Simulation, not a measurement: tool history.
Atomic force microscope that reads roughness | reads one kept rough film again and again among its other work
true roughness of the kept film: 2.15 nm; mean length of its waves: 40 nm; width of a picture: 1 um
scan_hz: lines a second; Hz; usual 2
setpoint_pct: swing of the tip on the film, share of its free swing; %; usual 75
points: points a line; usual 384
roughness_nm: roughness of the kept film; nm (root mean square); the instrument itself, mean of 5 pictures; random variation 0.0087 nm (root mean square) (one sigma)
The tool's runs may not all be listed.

run 1 hour=0 | scan_hz=2 setpoint_pct=75 points=384 | roughness_nm=1.882
run 2 hour=27.7 | scan_hz=2 setpoint_pct=75 points=384 | roughness_nm=1.86
run 3 hour=52 | scan_hz=2 setpoint_pct=75 points=384 | roughness_nm=1.857
run 4 hour=76.5 | scan_hz=2 setpoint_pct=75 points=384 | roughness_nm=1.825
run 5 hour=90.8 | scan_hz=2 setpoint_pct=75 points=384 | roughness_nm=1.834
-- hour=96.3 new tip fitted
run 6 hour=117.3 | scan_hz=2 setpoint_pct=75 points=384 | roughness_nm=1.917
run 7 hour=143.8 | scan_hz=2 setpoint_pct=75 points=283 | roughness_nm=1.907
run 8 hour=159.7 | scan_hz=2 setpoint_pct=75 points=283 | roughness_nm=1.879
run 9 hour=183.6 | scan_hz=2 setpoint_pct=75 points=384 | roughness_nm=1.869
run 10 hour=203 | scan_hz=2 setpoint_pct=75 points=384 | roughness_nm=1.865
run 11 hour=228.2 | scan_hz=1.81 setpoint_pct=60 points=315 | roughness_nm=1.917
-- hour=247.3 new tip fitted
run 12 hour=251.1 | scan_hz=3.59 setpoint_pct=83 points=256 | roughness_nm=1.745
run 13 hour=276.5 | scan_hz=1.2 setpoint_pct=60 points=414 | roughness_nm=2.031
run 14 hour=296.6 | scan_hz=1.33 setpoint_pct=71 points=910 | roughness_nm=1.964
run 15 hour=316.7 | scan_hz=1.33 setpoint_pct=71 points=910 | roughness_nm=1.976
run 16 hour=341.6 | scan_hz=1.33 setpoint_pct=71 points=910 | roughness_nm=1.932
run 17 hour=364.8 | scan_hz=1.9 setpoint_pct=76 points=996 | roughness_nm=1.861

4 ways to go on from here, each from the tool as it stands after run 17. What would each give?
run A hour=378.3 | scan_hz=1.9 setpoint_pct=76 points=542 | roughness_nm=?
run B hour=378.3 | scan_hz=0.59 setpoint_pct=63 points=996 | roughness_nm=?
run C hour=378.3 | scan_hz=0.63 setpoint_pct=85 points=304 | roughness_nm=?
run D hour=378.3 | scan_hz=0.78 setpoint_pct=65 points=475 | roughness_nm=?

run=A roughness_nm=1.845
run=B roughness_nm=1.949
run=C roughness_nm=1.914
run=D roughness_nm=1.953
Without the tool's hidden state the same runs would have given:
run=A roughness_nm=1.932
run=B roughness_nm=2.041
run=C roughness_nm=2.004
run=D roughness_nm=2.045
